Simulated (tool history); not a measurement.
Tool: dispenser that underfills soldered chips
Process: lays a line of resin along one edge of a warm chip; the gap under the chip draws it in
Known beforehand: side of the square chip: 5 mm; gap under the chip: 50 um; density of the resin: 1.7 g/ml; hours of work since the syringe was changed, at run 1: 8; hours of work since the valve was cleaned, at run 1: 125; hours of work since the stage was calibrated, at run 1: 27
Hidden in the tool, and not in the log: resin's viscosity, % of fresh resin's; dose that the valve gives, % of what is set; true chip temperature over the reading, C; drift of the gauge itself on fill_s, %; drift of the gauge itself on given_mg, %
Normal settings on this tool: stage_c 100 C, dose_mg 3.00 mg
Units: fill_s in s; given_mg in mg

run	day	stage_c	dose_mg	hours of work since the syringe was changed	hours of work since the valve was cleaned	hours of work since the stage was calibrated	fill_s	given_mg
1	0.000	100	3.00	8	125	27	52.5	2.77
# day 0.083: new syringe of resin
2	0.283	100	3.00	4	129	32	41.4	2.79
# day 0.375: dispensing valve cleaned and set on the balance
3	0.521	100	3.00	7	3	36	50.5	2.98
# day 0.629: new syringe of resin
4	0.779	107	3.00	3	7	40	31.2	3.02
5	0.971	107	3.00	6	11	44	38.8	2.97
# day 1.129: new syringe of resin
6	1.238	107	3.00	2	15	48	29.6	2.97
7	1.483	107	3.00	6	20	53	40.4	2.99
# day 1.638: new syringe of resin
8	1.704	107	3.00	1	23	57	27.8	2.99
9	1.971	100	2.76	6	28	62	47.8	2.72
# day 2.138: new syringe of resin
10	2.171	100	2.76	1	32	65	33.4	2.73
11	2.350	100	3.00	4	35	68	41.6	2.94
# day 2.633: new syringe of resin
12	2.633	93	3.00	0	40	73	38.0	2.94
13	2.879	93	3.00	4	44	78	51.1	2.93
14	3.067	93	3.00	8	48	81	66.5	2.88
# day 3.133: new syringe of resin
15	3.246	93	3.00	2	51	84	42.5	2.90
16	3.412	93	2.61	5	54	87	55.0	2.53
# day 3.633: new syringe of resin
17	3.638	100	3.00	0	58	91	31.4	2.93
18	3.842	99	3.00	4	61	95	41.3	2.92
19	3.954	99	3.50	6	63	97	46.1	3.40
# day 4.125: new syringe of resin
20	4.225	96	3.84	2	68	101	38.6	3.74
21	4.358	92	2.56	4	71	104	55.7	2.47
22	4.542	92	2.56	8	74	107	69.5	2.46
# day 4.625: new syringe of resin
23	4.796	101	3.00	3	78	112	37.9	2.88
24	5.021	88	3.48	7	82	116	69.8	3.34
# day 5.125: new syringe of resin
25	5.250	100	3.74	2	86	120	34.8	3.55
26	5.496	100	3.74	7	91	124	47.7	3.56
# day 5.629: new syringe of resin
27	5.771	94	2.54	3	96	129	47.2	2.41
28	5.917	96	2.60	5	98	131	54.2	2.48
# day 6.129: new syringe of resin
29	6.204	86	2.65	1	103	136	51.4	2.50
30	6.438	110	3.00	6	107	141	36.0	2.83
# day 6.633: new syringe of resin
31	6.633	110	3.00	0	111	144	24.2	2.81
32	6.800	110	3.00	3	114	147	29.8	2.84
33	7.025	95	3.33	7	118	151	58.2	3.12
# day 7.133: new syringe of resin
34	7.296	89	3.06	3	123	156	51.2	2.83
35	7.488	89	2.71	6	126	159	67.0	2.53

Hidden condition of the tool, last listed run before each entry between runs versus first listed run after:
Between runs 1 and 2: new syringe of resin (day 0.083)
  resin's viscosity, % of fresh resin's: 168.5 -> 128.4; dose that the valve gives, % of what is set: 92.69 -> 92.38; true chip temperature over the reading, C: 0.22 -> 0.25
  the result without the hidden state subtracted from the measured one, fill_s: +21.8 -> +9.5 s; given_mg: -0.22 -> -0.23 mg
Between runs 2 and 3: dispensing valve cleaned and set on the balance (day 0.375)
  resin's viscosity, % of fresh resin's: 128.4 -> 165.6; dose that the valve gives, % of what is set: 92.38 -> 100.23; true chip temperature over the reading, C: 0.25 -> 0.28
  the result without the hidden state subtracted from the measured one, fill_s: +9.5 -> +19.8 s; given_mg: -0.23 -> +0.01 mg
Between runs 3 and 4: new syringe of resin (day 0.629)
  resin's viscosity, % of fresh resin's: 165.6 -> 119.5; dose that the valve gives, % of what is set: 100.23 -> 99.95; true chip temperature over the reading, C: 0.28 -> 0.3
  the result without the hidden state subtracted from the measured one, fill_s: +19.8 -> +4.9 s; given_mg: +0.01 -> +0.00 mg
Between runs 5 and 6: new syringe of resin (day 1.129)
  resin's viscosity, % of fresh resin's: 153 -> 113.2; dose that the valve gives, % of what is set: 99.75 -> 99.47; true chip temperature over the reading, C: 0.33 -> 0.36
  the result without the hidden state subtracted from the measured one, fill_s: +13.5 -> +3.3 s; given_mg: -0.01 -> -0.02 mg
Between runs 7 and 8: new syringe of resin (day 1.638)
  resin's viscosity, % of fresh resin's: 155.2 -> 106.9; dose that the valve gives, % of what is set: 99.23 -> 99.02; true chip temperature over the reading, C: 0.39 -> 0.41
  the result without the hidden state subtracted from the measured one, fill_s: +14.1 -> +1.6 s; given_mg: -0.02 -> -0.03 mg
Between runs 9 and 10: new syringe of resin (day 2.138)
  resin's viscosity, % of fresh resin's: 150.8 -> 105.7; dose that the valve gives, % of what is set: 98.74 -> 98.55; true chip temperature over the reading, C: 0.44 -> 0.47
  the result without the hidden state subtracted from the measured one, fill_s: +15.9 -> +1.6 s; given_mg: -0.04 -> -0.04 mg
Between runs 11 and 12: new syringe of resin (day 2.633)
  resin's viscosity, % of fresh resin's: 133 -> 100.6; dose that the valve gives, % of what is set: 98.34 -> 98.04; true chip temperature over the reading, C: 0.49 -> 0.52
  the result without the hidden state subtracted from the measured one, fill_s: +9.9 -> -0.2 s; given_mg: -0.05 -> -0.06 mg
Between runs 14 and 15: new syringe of resin (day 3.133)
  resin's viscosity, % of fresh resin's: 176.2 -> 113.9; dose that the valve gives, % of what is set: 97.57 -> 97.37; true chip temperature over the reading, C: 0.57 -> 0.59
  the result without the hidden state subtracted from the measured one, fill_s: +28.3 -> +4.8 s; given_mg: -0.07 -> -0.08 mg
Between runs 16 and 17: new syringe of resin (day 3.633)
  resin's viscosity, % of fresh resin's: 141.3 -> 100.4; dose that the valve gives, % of what is set: 97.2 -> 97; true chip temperature over the reading, C: 0.61 -> 0.63
  the result without the hidden state subtracted from the measured one, fill_s: +15.9 -> -0.2 s; given_mg: -0.07 -> -0.09 mg
Between runs 19 and 20: new syringe of resin (day 4.125)
  resin's viscosity, % of fresh resin's: 151.6 -> 114.4; dose that the valve gives, % of what is set: 96.66 -> 96.41; true chip temperature over the reading, C: 0.67 -> 0.7
  the result without the hidden state subtracted from the measured one, fill_s: +15.4 -> +4.2 s; given_mg: -0.12 -> -0.14 mg
Between runs 22 and 23: new syringe of resin (day 4.625)
  resin's viscosity, % of fresh resin's: 171.6 -> 125.6; dose that the valve gives, % of what is set: 96.07 -> 95.82; true chip temperature over the reading, C: 0.74 -> 0.77
  the result without the hidden state subtracted from the measured one, fill_s: +28.8 -> +7.3 s; given_mg: -0.10 -> -0.13 mg
Between runs 24 and 25: new syringe of resin (day 5.125)
  resin's viscosity, % of fresh resin's: 168.2 -> 114.9; dose that the valve gives, % of what is set: 95.58 -> 95.35; true chip temperature over the reading, C: 0.8 -> 0.82
  the result without the hidden state subtracted from the measured one, fill_s: +27.6 -> +4.0 s; given_mg: -0.15 -> -0.17 mg
Between runs 26 and 27: new syringe of resin (day 5.629)
  resin's viscosity, % of fresh resin's: 157.8 -> 122.1; dose that the valve gives, % of what is set: 95.09 -> 94.82; true chip temperature over the reading, C: 0.85 -> 0.88
  the result without the hidden state subtracted from the measured one, fill_s: +16.9 -> +8.4 s; given_mg: -0.18 -> -0.14 mg
Between runs 28 and 29: new syringe of resin (day 6.129)
  resin's viscosity, % of fresh resin's: 147.3 -> 109.6; dose that the valve gives, % of what is set: 94.67 -> 94.38; true chip temperature over the reading, C: 0.9 -> 0.93
  the result without the hidden state subtracted from the measured one, fill_s: +17.3 -> +4.2 s; given_mg: -0.14 -> -0.15 mg
Between runs 30 and 31: new syringe of resin (day 6.633)
  resin's viscosity, % of fresh resin's: 148 -> 101.1; dose that the valve gives, % of what is set: 94.16 -> 93.95; true chip temperature over the reading, C: 0.96 -> 0.99
  the result without the hidden state subtracted from the measured one, fill_s: +11.4 -> +0.1 s; given_mg: -0.17 -> -0.19 mg
Between runs 33 and 34: new syringe of resin (day 7.133)
  resin's viscosity, % of fresh resin's: 167.5 -> 123.6; dose that the valve gives, % of what is set: 93.52 -> 93.24; true chip temperature over the reading, C: 1.03 -> 1.06
  the result without the hidden state subtracted from the measured one, fill_s: +22.8 -> +9.3 s; given_mg: -0.21 -> -0.21 mg
